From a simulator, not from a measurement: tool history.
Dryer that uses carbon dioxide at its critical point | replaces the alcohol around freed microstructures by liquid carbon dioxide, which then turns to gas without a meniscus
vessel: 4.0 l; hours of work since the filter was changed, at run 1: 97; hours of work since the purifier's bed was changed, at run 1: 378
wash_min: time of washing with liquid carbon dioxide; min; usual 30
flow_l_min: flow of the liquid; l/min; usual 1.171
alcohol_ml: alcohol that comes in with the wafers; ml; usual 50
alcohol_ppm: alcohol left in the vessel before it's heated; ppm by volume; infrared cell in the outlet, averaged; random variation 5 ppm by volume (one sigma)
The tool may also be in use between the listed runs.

run,day,wash_min,flow_l_min,alcohol_ml,hours of work since the filter was changed,hours of work since the purifier's bed was changed,alcohol_ppm
1,0,30,1.171,50,97,378,103
2,1.275,30,1.171,50,120,401,107
3,2.033,28,1.171,50,134,414,114
4,2.9,28,1.171,100,149,430,138
5,4.125,30,0.83,50,172,452,203
6,4.946,37,1.171,50,186,467,124
7,5.858,37,1.171,50,203,483,124
8,6.946,37,1.171,50,223,503,130
9,8.071,30,1.171,88,243,523,161
10,8.888,30,1.03,50,258,538,158
11,10.117,30,1.03,50,280,560,164
12,11.429,30,1.03,50,304,584,176
13,12.646,30,1.171,50,326,606,164
14,13.8,30,1.171,50,347,627,174
15,14.917,30,1.171,63,367,647,179
# day 15.221: inlet filter changed
16,15.904,30,1.171,63,12,664,175
17,17.004,30,1.171,63,32,684,172
18,18.038,30,1.171,63,51,703,194
19,18.983,42,1.171,50,68,720,185
20,20.146,30,1.171,50,89,741,186
21,21.254,30,0.81,50,109,761,273
22,22.154,30,1.171,50,125,777,205
23,23.288,30,1.171,50,146,798,205
24,23.958,30,1.171,83,158,810,215
25,25.254,30,1.89,83,181,833,205
# day 25.575: purifier's bed changed
26,26.633,25,1.89,65,204,19,14
27,27.496,25,1.07,67,220,35,100
28,28.721,24,1.84,88,242,57,23
29,29.633,30,0.89,40,258,73,81
30,30.5,25,0.89,49,274,89,197
31,31.446,35,1.171,78,291,106,36
32,32.767,21,0.83,53,315,130,515
33,33.533,40,0.83,48,329,144,66
34,34.379,30,1.171,20,344,159,51
35,35.221,27,1.08,24,359,174,81
# day 35.883: inlet filter changed
36,36.271,27,1.08,24,7,193,69
37,37.533,31,1.68,27,30,215,61
38,38.825,31,1.68,27,53,239,65
39,39.792,30,1.66,32,71,256,72
40,40.617,30,1.66,32,86,271,76
41,41.592,30,1.96,50,103,289,75
42,42.125,30,1.171,29,113,298,84
43,42.8,36,1.27,28,125,311,78
44,43.7,38,1.28,50,141,327,85
45,44.567,30,1.72,39,157,342,90
46,45.65,26,1.09,39,177,362,123

4 ways to go on from here, each from the tool as it stands after run 46. What would each give?
A,46.554,26,1.09,75,193,378,?
B,46.554,30,1.171,27,193,378,?
C,46.554,26,0.87,38,193,378,?
D,46.554,43,1.73,54,193,378,?

run,alcohol_ppm
A,167
B,106
C,205
D,92
Without the tool's hidden state the same runs would have given:
run,alcohol_ppm
A,54
B,11
C,89
D,0
